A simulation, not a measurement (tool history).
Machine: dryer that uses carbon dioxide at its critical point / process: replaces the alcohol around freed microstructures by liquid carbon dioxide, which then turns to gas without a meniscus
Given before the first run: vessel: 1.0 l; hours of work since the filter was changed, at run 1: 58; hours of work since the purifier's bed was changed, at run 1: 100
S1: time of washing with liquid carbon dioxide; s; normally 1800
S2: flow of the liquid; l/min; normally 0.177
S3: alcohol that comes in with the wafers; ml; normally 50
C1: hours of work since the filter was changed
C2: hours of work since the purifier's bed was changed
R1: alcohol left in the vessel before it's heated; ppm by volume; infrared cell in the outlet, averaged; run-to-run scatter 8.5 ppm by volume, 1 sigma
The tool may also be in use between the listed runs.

run	hour	S1	S2	S3	C1	C2	R1
1	0	1800	0.177	50	58	100	513
2	7.6	1800	0.175	50	63	106	545
3	14.9	1800	0.175	50	68	111	548
4	23.2	1800	0.11	50	74	117	3002
5	27.4	1800	0.11	50	77	120	3020
6	35	1800	0.177	50	82	125	529
7	44.1	1800	0.177	50	89	131	563
8	53.2	1800	0.177	50	95	138	557
9	59.4	1800	0.177	50	100	142	549
10	67.7	1800	0.177	50	105	148	565
11	72.5	1800	0.177	50	109	151	565
12	78	1980	0.177	50	113	155	367
13	85	1980	0.177	50	118	160	377
14	92.7	1980	0.177	50	123	166	384
15	101.4	1260	0.177	50	129	172	2138
16	109.8	1260	0.177	50	135	178	2224
17	114.1	2640	0.177	50	138	181	84
18	119.7	2640	0.177	50	142	185	105
19	125.4	2640	0.177	50	146	189	94
20	134.1	2640	0.177	50	152	195	92
21	143.5	1800	0.177	50	159	202	609
22	148.4	1800	0.177	50	162	205	635
23	153.9	1800	0.177	50	166	209	632
24	159.4	1800	0.225	42	170	213	174
25	166.7	1800	0.225	42	175	218	174
26	172.3	2400	0.225	42	179	222	40
27	178.5	1260	0.177	50	184	226	2381
28	184.8	1800	0.198	83	188	231	610
29	192.6	1320	0.177	83	194	236	3371
30	200.9	2340	0.172	50	200	242	234
31	208.3	1800	0.151	50	205	247	1233
32	217.7	1740	0.183	82	211	254	1111
33	226.3	2100	0.128	105	217	260	2837
34	232.3	1080	0.182	50	222	264	3454
35	241.4	1080	0.182	50	228	271	3494
36	246.8	2160	0.283	40	232	275	37
37	253.2	2220	0.11	22	236	279	876
38	259.1	1440	0.179	50	241	283	1585
39	268	1800	0.146	27	247	290	819
40	275.9	1200	0.298	79	252	295	641
41	282.4	1320	0.174	26	257	300	1245
42	290.5	1320	0.174	39	263	305	1844
43	300	1080	0.21	93	269	312	4534
44	308.7	1080	0.21	93	276	318	4600
45	316.4	1320	0.116	73	281	324	9839
46	323.4	2760	0.185	56	286	329	95

Difference, measured minus no-hidden-state, one row per run. Run-to-run variation is common to both terms; the gauge's own scatter need not be:
Hidden state present: flow that reaches the vessel past the clogged filter, %; alcohol in the recycled carbon dioxide, ppm; drift of the gauge itself on alcohol_ppm, %.
run	R1
1	+53
2	+61
3	+65
4	+232
5	+244
6	+78
7	+86
8	+92
9	+94
10	+100
11	+104
12	+77
13	+82
14	+86
15	+322
16	+347
17	+31
18	+34
19	+35
20	+37
21	+156
22	+165
23	+168
24	+60
25	+64
26	+22
27	+493
28	+196
29	+751
30	+87
31	+333
32	+352
33	+787
34	+748
35	+774
36	+21
37	+247
38	+469
39	+255
40	+262
41	+356
42	+531
43	+1310
44	+1357
45	+2070
46	+55

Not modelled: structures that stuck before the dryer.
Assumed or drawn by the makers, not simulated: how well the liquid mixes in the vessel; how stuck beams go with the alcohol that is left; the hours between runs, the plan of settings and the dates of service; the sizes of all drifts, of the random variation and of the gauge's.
